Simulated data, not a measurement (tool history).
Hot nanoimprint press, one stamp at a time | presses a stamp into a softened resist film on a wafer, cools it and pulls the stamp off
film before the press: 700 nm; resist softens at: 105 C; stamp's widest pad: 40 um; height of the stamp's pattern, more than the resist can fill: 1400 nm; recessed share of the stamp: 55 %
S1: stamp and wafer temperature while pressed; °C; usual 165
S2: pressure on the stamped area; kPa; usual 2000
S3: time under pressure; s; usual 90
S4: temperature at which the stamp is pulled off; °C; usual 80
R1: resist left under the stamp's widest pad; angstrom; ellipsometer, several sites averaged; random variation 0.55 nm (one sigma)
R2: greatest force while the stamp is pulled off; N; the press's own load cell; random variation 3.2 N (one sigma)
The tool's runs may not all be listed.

| run | hour | S1 | S2 | S3 | S4 | R1 | R2 |
|---|---|---|---|---|---|---|---|
| 1 | 0 | 165 | 2000 | 90 | 80 | 3853 | 214 |
| 2 | 78.6 | 165 | 2000 | 90 | 80 | 3822 | 225 |
|  | 155.6 | plate thermocouple calibrated |
| 3 | 155.6 | 165 | 2000 | 90 | 80 | 3744 | 229 |
| 4 | 199.9 | 165 | 2000 | 90 | 80 | 3723 | 241 |
| 5 | 259.5 | 165 | 2000 | 90 | 80 | 3720 | 245 |
| 6 | 313.1 | 165 | 2000 | 90 | 80 | 3702 | 245 |
| 7 | 386.3 | 165 | 2000 | 156 | 80 | 3097 | 257 |
|  | 419.1 | stamp cleaned and given a new release coat |
|  | 449.2 | plate thermocouple calibrated, once more |
| 8 | 460.3 | 165 | 2000 | 156 | 80 | 3338 | 153 |
|  | 529.3 | press's hydraulic seals changed and the load cell set to zero |
| 9 | 543 | 165 | 2000 | 156 | 80 | 3239 | 169 |
| 10 | 589.3 | 165 | 2000 | 156 | 80 | 3226 | 172 |
| 11 | 674.4 | 165 | 2980 | 90 | 80 | 3076 | 182 |
| 12 | 738.5 | 165 | 2980 | 90 | 80 | 3068 | 176 |
| 13 | 810.1 | 165 | 2980 | 90 | 80 | 3059 | 190 |
| 14 | 854.2 | 165 | 2980 | 90 | 80 | 3050 | 193 |
|  | 900.8 | plate thermocouple calibrated |
| 15 | 907.9 | 161 | 2000 | 90 | 80 | 4343 | 208 |
| 16 | 958.9 | 161 | 2000 | 90 | 80 | 4337 | 207 |
| 17 | 1032.9 | 161 | 2000 | 177 | 82 | 3535 | 217 |
| 18 | 1075 | 165 | 2000 | 108 | 70 | 3593 | 239 |
| 19 | 1117.5 | 165 | 3110 | 137 | 73 | 2603 | 242 |
| 20 | 1181.6 | 165 | 2000 | 130 | 87 | 3363 | 219 |
| 21 | 1229 | 165 | 2000 | 158 | 80 | 3158 | 231 |
| 22 | 1267.8 | 165 | 2000 | 158 | 80 | 3146 | 246 |
|  | 1345.3 | plate thermocouple calibrated |
| 23 | 1361.5 | 165 | 2000 | 158 | 80 | 3284 | 260 |
| 24 | 1415.9 | 165 | 2000 | 158 | 80 | 3273 | 260 |
| 25 | 1458.4 | 174 | 1260 | 158 | 69 | 3124 | 288 |
|  | 1477.4 | stamp cleaned and given a new release coat |
| 26 | 1543.4 | 174 | 1260 | 158 | 69 | 3121 | 168 |
| 27 | 1603.8 | 170 | 2410 | 107 | 80 | 2817 | 164 |
|  | 1667.2 | press's hydraulic seals changed and the load cell set to zero |
| 28 | 1700.6 | 164 | 2000 | 103 | 80 | 3728 | 174 |
| 29 | 1762.1 | 165 | 2090 | 90 | 80 | 3661 | 178 |
|  | 1806.6 | plate thermocouple calibrated |
| 30 | 1837.2 | 173 | 2090 | 107 | 68 | 2755 | 201 |

Hidden state or all else? Some run-to-run changes of R1, split into what the settings, what came in and random variation would give without the hidden state, and what is left for the hidden state (with any gauge scatter that isn't in both results):
The hidden state here: true temperature over the reading, C; pressure that arrives at the usual setting, %; grip of the stamp's worn release coat, % over a new coat's; drift of the gauge itself on residual_nm, %; drift of the gauge itself on pull_off_n, %.
Run 7 -> 8: stamp cleaned and given a new release coat, plate thermocouple calibrated, once more. R1 +241 angstrom: hidden state +245, all else -4.
Run 14 -> 15: S1 165 -> 161, S2 2980 -> 2000, plate thermocouple calibrated. R1 +1293 angstrom: hidden state +59, all else +1234.
Run 18 -> 19: S2 2000 -> 3110, S3 108 -> 137, S4 70 -> 73. R1 -990 angstrom: hidden state +13, all else -1003.
Run 22 -> 23: plate thermocouple calibrated. R1 +138 angstrom: hidden state +137, all else +1.
Run 27 -> 28: S1 170 -> 164, S2 2410 -> 2000, S3 107 -> 103, press's hydraulic seals changed and the load cell set to zero. R1 +911 angstrom: hidden state -107, all else +1018.
Run 29 -> 30: S1 165 -> 173, S3 90 -> 107, S4 80 -> 68, plate thermocouple calibrated. R1 -906 angstrom: hidden state +111, all else -1017.
